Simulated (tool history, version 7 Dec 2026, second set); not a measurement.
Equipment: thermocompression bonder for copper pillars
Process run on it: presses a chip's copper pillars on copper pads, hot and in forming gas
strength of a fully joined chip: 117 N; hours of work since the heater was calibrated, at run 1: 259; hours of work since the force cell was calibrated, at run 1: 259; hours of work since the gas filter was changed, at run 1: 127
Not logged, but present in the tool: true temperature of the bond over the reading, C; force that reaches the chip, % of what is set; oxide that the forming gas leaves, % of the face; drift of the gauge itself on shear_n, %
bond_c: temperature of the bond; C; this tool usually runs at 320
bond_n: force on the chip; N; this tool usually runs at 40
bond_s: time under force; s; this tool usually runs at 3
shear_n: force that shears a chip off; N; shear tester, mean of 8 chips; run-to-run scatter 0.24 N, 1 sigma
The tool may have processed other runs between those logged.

run	hour	bond_c	bond_n	bond_s	hours of work since the heater was calibrated	hours of work since the force cell was calibrated	hours of work since the gas filter was changed	shear_n
1	0	320	40	3	259	259	127	65.3
2	9	320	40	3	266	266	133	65.3
3	23.3	320	40	3	276	276	144	65
4	43.3	320	40	3	291	291	158	65.5
5	51.6	320	40	3	297	297	164	65.2
6	61.4	320	40	3	304	304	171	64.5
7	75	320	40	3	314	314	181	64.4
8	84.1	320	40	5	320	320	188	74.8
9	103.6	320	40	5	335	335	202	74.5
10	116.1	320	40	5	344	344	211	74.6
11	126.8	331	38	3	352	352	219	69.2
12	138.9	331	38	9	360	360	228	89.8
# hour 141.4: force cell calibrated
13	158.7	316	40	4	374	13	241	66.8
# hour 171.8: force cell calibrated, once more
14	177.5	298	40	3	386	4	254	48.1
15	196.2	294	49	6	400	18	267	66.8
16	210.9	320	32	4	411	28	278	58.8
17	226	312	32	3	422	39	289	48.4
18	238	319	43	3	430	48	298	64
19	247	329	48	2	437	55	304	66.7

Predict each of these 5 candidate next runs independently; none follows another, all start after run 19:
# hour 251.5: forming gas filter changed
A	260.6	294	40	3	446	64	7	?
# hour 251.5: forming gas filter changed
B	260.6	329	48	7	446	64	7	?
# hour 251.5: forming gas filter changed
C	260.6	332	28	4	446	64	7	?
# hour 251.5: forming gas filter changed
D	260.6	291	29	7	446	64	7	?
# hour 251.5: forming gas filter changed
E	260.6	329	35	3	446	64	7	?

run	shear_n
A	49.2
B	98.2
C	66.7
D	50.9
E	67.9
With no hidden state in the tool, these same runs would have given:
run	shear_n
A	49.4
B	98.5
C	66.8
D	51.1
E	68
